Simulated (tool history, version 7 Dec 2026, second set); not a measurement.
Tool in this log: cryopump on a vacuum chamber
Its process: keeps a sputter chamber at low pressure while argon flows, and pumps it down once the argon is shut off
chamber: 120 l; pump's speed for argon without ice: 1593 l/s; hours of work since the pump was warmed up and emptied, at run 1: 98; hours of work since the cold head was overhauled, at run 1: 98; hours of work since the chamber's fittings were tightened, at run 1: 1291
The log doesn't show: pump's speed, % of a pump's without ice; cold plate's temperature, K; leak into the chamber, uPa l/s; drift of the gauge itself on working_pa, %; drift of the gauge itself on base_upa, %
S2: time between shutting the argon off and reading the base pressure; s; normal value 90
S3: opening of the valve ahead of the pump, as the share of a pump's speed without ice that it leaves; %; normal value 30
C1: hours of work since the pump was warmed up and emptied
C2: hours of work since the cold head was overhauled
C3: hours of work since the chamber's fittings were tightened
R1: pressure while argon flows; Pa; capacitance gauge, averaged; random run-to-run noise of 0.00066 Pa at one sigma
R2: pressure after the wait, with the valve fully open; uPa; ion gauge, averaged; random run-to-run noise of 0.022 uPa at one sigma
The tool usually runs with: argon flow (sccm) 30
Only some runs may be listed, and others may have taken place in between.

{"run": 1, "hour": 0.0, "argon flow (sccm)": 30, "S2": 90, "S3": 30, "C1": 98, "C2": 98, "C3": 1291, "R1": 0.1071, "R2": 1.41}
{"run": 2, "hour": 11.0, "argon flow (sccm)": 30, "S2": 90, "S3": 30, "C1": 103, "C2": 103, "C3": 1297, "R1": 0.1086, "R2": 1.42}
{"run": 3, "hour": 24.4, "argon flow (sccm)": 30, "S2": 90, "S3": 30, "C1": 110, "C2": 110, "C3": 1303, "R1": 0.1076, "R2": 1.39}
{"run": 4, "hour": 34.0, "argon flow (sccm)": 30, "S2": 90, "S3": 30, "C1": 114, "C2": 114, "C3": 1308, "R1": 0.1069, "R2": 1.37}
{"run": 5, "hour": 47.6, "argon flow (sccm)": 30, "S2": 90, "S3": 30, "C1": 121, "C2": 121, "C3": 1315, "R1": 0.1084, "R2": 1.37}
{"run": 6, "hour": 62.0, "argon flow (sccm)": 30, "S2": 90, "S3": 30, "C1": 128, "C2": 128, "C3": 1322, "R1": 0.1076, "R2": 1.39}
{"run": 7, "hour": 79.7, "argon flow (sccm)": 30, "S2": 41, "S3": 30, "C1": 137, "C2": 137, "C3": 1330, "R1": 0.1074, "R2": 1.87}
{"run": 8, "hour": 95.4, "argon flow (sccm)": 30, "S2": 41, "S3": 30, "C1": 144, "C2": 144, "C3": 1338, "R1": 0.1058, "R2": 1.91}
{"run": 9, "hour": 111.2, "argon flow (sccm)": 30, "S2": 41, "S3": 30, "C1": 152, "C2": 152, "C3": 1346, "R1": 0.1075, "R2": 1.89}
{"run": 10, "hour": 123.9, "argon flow (sccm)": 30, "S2": 41, "S3": 30, "C1": 158, "C2": 158, "C3": 1352, "R1": 0.1074, "R2": 1.85}
{"run": 11, "hour": 139.8, "argon flow (sccm)": 30, "S2": 41, "S3": 30, "C1": 166, "C2": 166, "C3": 1360, "R1": 0.1071, "R2": 1.88}
{"run": 12, "hour": 149.3, "argon flow (sccm)": 30, "S2": 41, "S3": 30, "C1": 171, "C2": 171, "C3": 1364, "R1": 0.1081, "R2": 1.92}
{"run": 13, "hour": 157.7, "argon flow (sccm)": 30, "S2": 41, "S3": 30, "C1": 175, "C2": 175, "C3": 1369, "R1": 0.1077, "R2": 1.85}
{"run": 14, "hour": 168.1, "argon flow (sccm)": 30, "S2": 145, "S3": 30, "C1": 180, "C2": 180, "C3": 1374, "R1": 0.1082, "R2": 1.32}
{"run": 15, "hour": 181.8, "argon flow (sccm)": 30, "S2": 145, "S3": 30, "C1": 187, "C2": 187, "C3": 1380, "R1": 0.1087, "R2": 1.33}
{"run": 16, "hour": 193.8, "argon flow (sccm)": 30, "S2": 145, "S3": 30, "C1": 193, "C2": 193, "C3": 1386, "R1": 0.1089, "R2": 1.3}
{"run": 17, "hour": 207.0, "argon flow (sccm)": 30, "S2": 90, "S3": 30, "C1": 199, "C2": 199, "C3": 1393, "R1": 0.1079, "R2": 1.51}
{"run": 18, "hour": 223.7, "argon flow (sccm)": 30, "S2": 32, "S3": 31, "C1": 207, "C2": 207, "C3": 1401, "R1": 0.1046, "R2": 2.17}
{"run": 19, "hour": 233.8, "argon flow (sccm)": 21, "S2": 198, "S3": 19, "C1": 212, "C2": 212, "C3": 1406, "R1": 0.1184, "R2": 1.26}
{"run": 20, "hour": 250.6, "argon flow (sccm)": 21, "S2": 198, "S3": 19, "C1": 221, "C2": 221, "C3": 1414, "R1": 0.1192, "R2": 1.28}
{"run": 21, "hour": 263.9, "argon flow (sccm)": 38, "S2": 208, "S3": 59, "C1": 227, "C2": 227, "C3": 1421, "R1": 0.0716, "R2": 1.23}
{"run": 22, "hour": 279.3, "argon flow (sccm)": 30, "S2": 208, "S3": 57, "C1": 235, "C2": 235, "C3": 1428, "R1": 0.0579, "R2": 1.25}
{"run": 23, "hour": 287.1, "argon flow (sccm)": 21, "S2": 24, "S3": 57, "C1": 239, "C2": 239, "C3": 1432, "R1": 0.0406, "R2": 2.52}
{"run": 24, "hour": 296.6, "argon flow (sccm)": 21, "S2": 24, "S3": 30, "C1": 243, "C2": 243, "C3": 1437, "R1": 0.0762, "R2": 2.58}
{"run": 25, "hour": 314.7, "argon flow (sccm)": 14, "S2": 24, "S3": 47, "C1": 252, "C2": 252, "C3": 1446, "R1": 0.0329, "R2": 2.56}
{"run": 26, "hour": 332.4, "argon flow (sccm)": 16, "S2": 24, "S3": 23, "C1": 261, "C2": 261, "C3": 1454, "R1": 0.0745, "R2": 2.58}
{"run": 27, "hour": 343.7, "argon flow (sccm)": 16, "S2": 24, "S3": 23, "C1": 266, "C2": 266, "C3": 1460, "R1": 0.075, "R2": 2.55}
{"run": 28, "hour": 360.1, "argon flow (sccm)": 16, "S2": 24, "S3": 36, "C1": 274, "C2": 274, "C3": 1468, "R1": 0.0486, "R2": 2.52}
{"run": 29, "hour": 369.4, "argon flow (sccm)": 30, "S2": 39, "S3": 30, "C1": 279, "C2": 279, "C3": 1472, "R1": 0.1086, "R2": 2.01}
{"run": 30, "hour": 377.1, "argon flow (sccm)": 37, "S2": 114, "S3": 35, "C1": 283, "C2": 283, "C3": 1476, "R1": 0.1161, "R2": 1.44}
{"run": 31, "hour": 388.6, "argon flow (sccm)": 37, "S2": 114, "S3": 26, "C1": 288, "C2": 288, "C3": 1482, "R1": 0.1542, "R2": 1.46}
{"run": 32, "hour": 400.4, "argon flow (sccm)": 14, "S2": 48, "S3": 21, "C1": 294, "C2": 294, "C3": 1488, "R1": 0.071, "R2": 1.9}
{"run": 33, "hour": 418.3, "argon flow (sccm)": 13, "S2": 113, "S3": 17, "C1": 303, "C2": 303, "C3": 1497, "R1": 0.0822, "R2": 1.5}
{"run": 34, "hour": 432.1, "argon flow (sccm)": 30, "S2": 113, "S3": 15, "C1": 310, "C2": 310, "C3": 1503, "R1": 0.2155, "R2": 1.5}

Some steps in R1, run to run, broken into two amounts with sign: the step expected even without the hidden condition (settings, incoming material, random variation), and the rest, left for the hidden condition together with whatever gauge scatter is not in both the measured and the hidden-condition-free result:
Run 20 -> 21: argon flow (sccm) 21 -> 38, S2 198 -> 208, S3 19 -> 59. R1 -0.0476 Pa: hidden state +0.0013, all else -0.0489.
Run 28 -> 29: argon flow (sccm) 16 -> 30, S2 24 -> 39, S3 36 -> 30. R1 +0.0600 Pa: hidden state +0.0012, all else +0.0588.
Run 31 -> 32: argon flow (sccm) 37 -> 14, S2 114 -> 48, S3 26 -> 21. R1 -0.0832 Pa: hidden state -0.0021, all else -0.0811.
Run 33 -> 34: argon flow (sccm) 13 -> 30, S3 17 -> 15. R1 +0.1333 Pa: hidden state +0.0018, all else +0.1315.

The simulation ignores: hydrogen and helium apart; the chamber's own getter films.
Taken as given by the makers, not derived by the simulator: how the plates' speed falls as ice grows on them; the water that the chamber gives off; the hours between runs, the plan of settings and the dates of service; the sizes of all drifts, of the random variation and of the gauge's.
